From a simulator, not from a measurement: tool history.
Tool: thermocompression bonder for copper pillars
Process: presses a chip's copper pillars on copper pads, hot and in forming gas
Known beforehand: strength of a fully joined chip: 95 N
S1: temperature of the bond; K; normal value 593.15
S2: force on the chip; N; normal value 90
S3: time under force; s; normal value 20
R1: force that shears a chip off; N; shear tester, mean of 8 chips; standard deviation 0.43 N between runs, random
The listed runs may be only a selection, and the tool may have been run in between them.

{"run": 1, "hour": 0.0, "S1": 593.15, "S2": 90, "S3": 20, "R1": 65.0}
{"run": 2, "hour": 40.9, "S1": 593.15, "S2": 90, "S3": 20, "R1": 65.1}
{"run": 3, "hour": 86.1, "S1": 593.15, "S2": 90, "S3": 20, "R1": 64.7}
{"run": 4, "hour": 134.5, "S1": 593.15, "S2": 90, "S3": 20, "R1": 63.5}
{"run": 5, "hour": 187.3, "S1": 593.15, "S2": 90, "S3": 20, "R1": 64.0}
{"run": 6, "hour": 233.7, "S1": 593.15, "S2": 90, "S3": 20, "R1": 64.0}
{"run": 7, "hour": 265.1, "S1": 593.15, "S2": 90, "S3": 20, "R1": 63.6}
{"run": 8, "hour": 314.7, "S1": 590.15, "S2": 104, "S3": 52, "R1": 80.6}
{"run": 9, "hour": 342.4, "S1": 567.15, "S2": 65, "S3": 55, "R1": 56.3}
{"run": 10, "hour": 366.5, "S1": 609.15, "S2": 101, "S3": 17, "R1": 71.5}
{"run": 11, "hour": 400.5, "S1": 570.15, "S2": 101, "S3": 17, "R1": 52.5}
{"run": 12, "hour": 429.3, "S1": 605.15, "S2": 90, "S3": 19, "R1": 67.5}
{"run": 13, "hour": 465.4, "S1": 605.15, "S2": 90, "S3": 19, "R1": 67.3}
{"run": 14, "hour": 507.6, "S1": 605.15, "S2": 90, "S3": 19, "R1": 66.2}

A few steps of R1 between consecutive runs. Split each: what settings, incoming material and random variation would produce without the hidden state, and what is left over for the hidden state, along with gauge scatter present in only one of the two compared results (measured, and without hidden state):
Hidden state present: true temperature of the bond over the reading, C; force that reaches the chip, % of what is set; oxide that the forming gas leaves, % of the face; drift of the gauge itself on shear_n, %.
Run 8 -> 9: S1 590.15 -> 567.15, S2 104 -> 65, S3 52 -> 55. R1 -24.3 N: hidden state -0.4, all else -23.9.
Run 11 -> 12: S1 570.15 -> 605.15, S2 101 -> 90, S3 17 -> 19. R1 +15.0 N: hidden state -0.5, all else +15.5.
